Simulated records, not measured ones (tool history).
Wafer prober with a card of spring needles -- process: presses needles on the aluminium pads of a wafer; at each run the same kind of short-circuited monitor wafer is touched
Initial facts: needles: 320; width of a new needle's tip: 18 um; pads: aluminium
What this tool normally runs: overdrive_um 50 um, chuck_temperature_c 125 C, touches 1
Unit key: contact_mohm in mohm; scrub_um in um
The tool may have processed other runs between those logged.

run 1 hour=0 | overdrive_um=50 chuck_temperature_c=125 touches=1 | contact_mohm=169 scrub_um=8.99
-- hour=9.3 tips cleaned on abrasive film
run 2 hour=9.3 | overdrive_um=50 chuck_temperature_c=125 touches=1 | contact_mohm=169 scrub_um=8.95
run 3 hour=14 | overdrive_um=50 chuck_temperature_c=125 touches=1 | contact_mohm=170 scrub_um=8.98
run 4 hour=19.6 | overdrive_um=50 chuck_temperature_c=125 touches=1 | contact_mohm=168 scrub_um=8.92
-- hour=21.3 tips cleaned on abrasive film
run 5 hour=26.2 | overdrive_um=50 chuck_temperature_c=125 touches=1 | contact_mohm=168 scrub_um=8.95
-- hour=32.9 tips cleaned on abrasive film
run 6 hour=36.7 | overdrive_um=50 chuck_temperature_c=125 touches=1 | contact_mohm=169 scrub_um=8.97
-- hour=45.1 tips cleaned on abrasive film
run 7 hour=47.7 | overdrive_um=50 chuck_temperature_c=125 touches=1 | contact_mohm=171 scrub_um=8.93
run 8 hour=56.1 | overdrive_um=50 chuck_temperature_c=125 touches=1 | contact_mohm=169 scrub_um=8.89
-- hour=56.9 tips cleaned on abrasive film
run 9 hour=64.4 | overdrive_um=50 chuck_temperature_c=125 touches=1 | contact_mohm=170 scrub_um=8.9
-- hour=69 tips cleaned on abrasive film
run 10 hour=75.1 | overdrive_um=50 chuck_temperature_c=36 touches=1 | contact_mohm=151 scrub_um=8.94
-- hour=80.5 tips cleaned on abrasive film
run 11 hour=83.7 | overdrive_um=50 chuck_temperature_c=125 touches=1 | contact_mohm=170 scrub_um=8.88
-- hour=92.3 tips cleaned on abrasive film
run 12 hour=92.4 | overdrive_um=50 chuck_temperature_c=125 touches=1 | contact_mohm=168 scrub_um=8.83
run 13 hour=100.4 | overdrive_um=50 chuck_temperature_c=125 touches=1 | contact_mohm=174 scrub_um=8.87
-- hour=103.6 tips cleaned on abrasive film
run 14 hour=108.7 | overdrive_um=50 chuck_temperature_c=125 touches=1 | contact_mohm=169 scrub_um=8.87
-- hour=115.7 tips cleaned on abrasive film
run 15 hour=119.3 | overdrive_um=50 chuck_temperature_c=125 touches=1 | contact_mohm=166 scrub_um=8.85
run 16 hour=124.1 | overdrive_um=50 chuck_temperature_c=125 touches=2 | contact_mohm=169 scrub_um=8.84
-- hour=127.1 tips cleaned on abrasive film
run 17 hour=133.1 | overdrive_um=50 chuck_temperature_c=125 touches=2 | contact_mohm=170 scrub_um=8.85
-- hour=138.3 tips cleaned on abrasive film
run 18 hour=143.4 | overdrive_um=50 chuck_temperature_c=125 touches=2 | contact_mohm=172 scrub_um=8.76
-- hour=149.7 tips cleaned on abrasive film
run 19 hour=154 | overdrive_um=50 chuck_temperature_c=125 touches=1 | contact_mohm=168 scrub_um=8.8
-- hour=161.4 tips cleaned on abrasive film
run 20 hour=163 | overdrive_um=50 chuck_temperature_c=125 touches=1 | contact_mohm=169 scrub_um=8.76
-- hour=172.8 tips cleaned on abrasive film
run 21 hour=174.2 | overdrive_um=38 chuck_temperature_c=33 touches=1 | contact_mohm=161 scrub_um=6.7
run 22 hour=181.5 | overdrive_um=61 chuck_temperature_c=36 touches=1 | contact_mohm=146 scrub_um=10.73
-- hour=184.5 tips cleaned on abrasive film
run 23 hour=188.6 | overdrive_um=41 chuck_temperature_c=110 touches=1 | contact_mohm=178 scrub_um=7.19
-- hour=196.6 tips cleaned on abrasive film
run 24 hour=199.7 | overdrive_um=44 chuck_temperature_c=39 touches=1 | contact_mohm=159 scrub_um=7.69
-- hour=208.1 tips cleaned on abrasive film
run 25 hour=209.1 | overdrive_um=50 chuck_temperature_c=30 touches=2 | contact_mohm=147 scrub_um=8.77
run 26 hour=215 | overdrive_um=50 chuck_temperature_c=30 touches=2 | contact_mohm=149 scrub_um=8.74
-- hour=219.7 tips cleaned on abrasive film
run 27 hour=222 | overdrive_um=63 chuck_temperature_c=52 touches=3 | contact_mohm=149 scrub_um=11.07
-- hour=231.3 tips cleaned on abrasive film
run 28 hour=232.9 | overdrive_um=50 chuck_temperature_c=82 touches=2 | contact_mohm=159 scrub_um=8.71
run 29 hour=239.3 | overdrive_um=50 chuck_temperature_c=125 touches=2 | contact_mohm=169 scrub_um=8.73
-- hour=242.9 tips cleaned on abrasive film
run 30 hour=248.1 | overdrive_um=50 chuck_temperature_c=125 touches=1 | contact_mohm=168 scrub_um=8.75
-- hour=254.2 tips cleaned on abrasive film
run 31 hour=256.1 | overdrive_um=50 chuck_temperature_c=125 touches=1 | contact_mohm=169 scrub_um=8.73
-- hour=265.6 gauge calibrated
-- hour=265.7 tips cleaned on abrasive film
run 32 hour=266.7 | overdrive_um=44 chuck_temperature_c=125 touches=3 | contact_mohm=176 scrub_um=7.91
run 33 hour=276.6 | overdrive_um=44 chuck_temperature_c=125 touches=3 | contact_mohm=174 scrub_um=7.85

The same runs without the tool's hidden state, with the same run-to-run variation:
The tool's hidden condition here consists of: debris on the tips, nm; way that the needles fall short of the set height, um; tips' diameter, um; drift of the gauge itself on contact_mohm, %; drift of the gauge itself on scrub_um, %.
run=1 scrub_um=8.99
run=2 scrub_um=8.96
run=3 scrub_um=8.99
run=4 scrub_um=8.94
run=5 scrub_um=8.98
run=6 scrub_um=9
run=7 scrub_um=8.98
run=8 scrub_um=8.95
run=9 scrub_um=8.96
run=10 scrub_um=9.01
run=11 scrub_um=8.96
run=12 scrub_um=8.92
run=13 scrub_um=8.97
run=14 scrub_um=8.98
run=15 scrub_um=8.97
run=16 scrub_um=8.96
run=17 scrub_um=8.98
run=18 scrub_um=8.9
run=19 scrub_um=8.95
run=20 scrub_um=8.92
run=21 scrub_um=6.83
run=22 scrub_um=10.94
run=23 scrub_um=7.35
run=24 scrub_um=7.86
run=25 scrub_um=8.98
run=26 scrub_um=8.95
run=27 scrub_um=11.35
run=28 scrub_um=8.94
run=29 scrub_um=8.96
run=30 scrub_um=9
run=31 scrub_um=8.98
run=32 scrub_um=7.91
run=33 scrub_um=7.86
contact_mohm: at most 1 mohm away from the measurement, every run.
